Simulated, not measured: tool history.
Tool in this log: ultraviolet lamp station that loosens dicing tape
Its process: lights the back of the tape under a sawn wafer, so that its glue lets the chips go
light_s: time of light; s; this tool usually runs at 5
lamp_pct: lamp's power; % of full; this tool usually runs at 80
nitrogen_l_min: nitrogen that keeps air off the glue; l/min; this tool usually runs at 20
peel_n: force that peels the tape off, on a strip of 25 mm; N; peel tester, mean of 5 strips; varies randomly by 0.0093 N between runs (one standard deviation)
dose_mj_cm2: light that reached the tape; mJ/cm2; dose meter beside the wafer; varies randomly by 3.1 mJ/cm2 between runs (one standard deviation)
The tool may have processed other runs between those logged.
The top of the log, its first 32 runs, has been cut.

run,day,light_s,lamp_pct,nitrogen_l_min,peel_n,dose_mj_cm2
33,19.717,4,92,20,1.237,308
34,20.112,5,99,20,0.624,410
# day 20.567: window cleaned of glue's vapour, once more
35,20.667,9,64,23,0.203,579
36,21.321,9,64,26,0.186,570
37,22.025,10,73,26,0.121,725
38,22.475,8,74,20,0.210,586
39,22.842,8,74,20,0.218,582
40,23.471,5,82,30,0.491,404
41,24.233,3,82,30,1.613,236
42,24.700,4,92,8,1.653,358

Below are 3 alternative next runs, each starting from the tool's condition after run 42. Predict each:
A,25.321,3,92,8,?,?
B,25.321,3,61,17,?,?
C,25.321,4,92,20,?,?

run,peel_n,dose_mj_cm2
A,2.706,270
B,3.385,175
C,0.914,358
Stripped of hidden state, with their random variation kept, the same runs would have yielded:
run,peel_n,dose_mj_cm2
A,1.909,335
B,2.513,217
C,0.517,444
